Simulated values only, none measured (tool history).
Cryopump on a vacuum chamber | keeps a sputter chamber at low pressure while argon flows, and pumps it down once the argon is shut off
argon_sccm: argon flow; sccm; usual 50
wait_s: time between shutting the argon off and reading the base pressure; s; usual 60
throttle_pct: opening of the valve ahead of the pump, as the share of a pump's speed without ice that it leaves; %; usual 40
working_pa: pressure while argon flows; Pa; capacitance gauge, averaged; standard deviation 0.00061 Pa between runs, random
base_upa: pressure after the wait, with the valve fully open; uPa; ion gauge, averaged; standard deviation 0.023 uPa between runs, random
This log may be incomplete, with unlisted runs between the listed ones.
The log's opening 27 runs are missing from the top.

| run | hour | argon_sccm | wait_s | throttle_pct | working_pa | base_upa |
|---|---|---|---|---|---|---|
| 28 | 315.8 | 83 | 60 | 40 | 0.1498 | 1.01 |
| 29 | 325.7 | 37 | 60 | 21 | 0.1250 | 1.04 |
| 30 | 334.8 | 37 | 60 | 21 | 0.1261 | 1.11 |
| 31 | 347.7 | 50 | 30 | 40 | 0.0922 | 1.57 |
| 32 | 362.5 | 50 | 30 | 40 | 0.0912 | 1.66 |
| 33 | 374.4 | 25 | 27 | 25 | 0.0714 | 1.83 |
| 34 | 388.4 | 30 | 188 | 40 | 0.0544 | 0.72 |
| 35 | 397.1 | 30 | 188 | 40 | 0.0554 | 0.70 |

Consider 3 possible next runs. They are alternatives, not a sequence: every one starts from the tool as it was left by run 35. What does each give?
| A | 411.7 | 30 | 275 | 40 | ? | ? |
| B | 411.7 | 30 | 234 | 16 | ? | ? |
| C | 411.7 | 61 | 284 | 18 | ? | ? |

| run | working_pa | base_upa |
|---|---|---|
| A | 0.0554 | 0.64 |
| B | 0.1341 | 0.64 |
| C | 0.2409 | 0.64 |
Stripped of hidden state, with their random variation kept, the same runs would have yielded:
| run | working_pa | base_upa |
|---|---|---|
| A | 0.0514 | 0.24 |
| B | 0.1301 | 0.25 |
| C | 0.2327 | 0.25 |
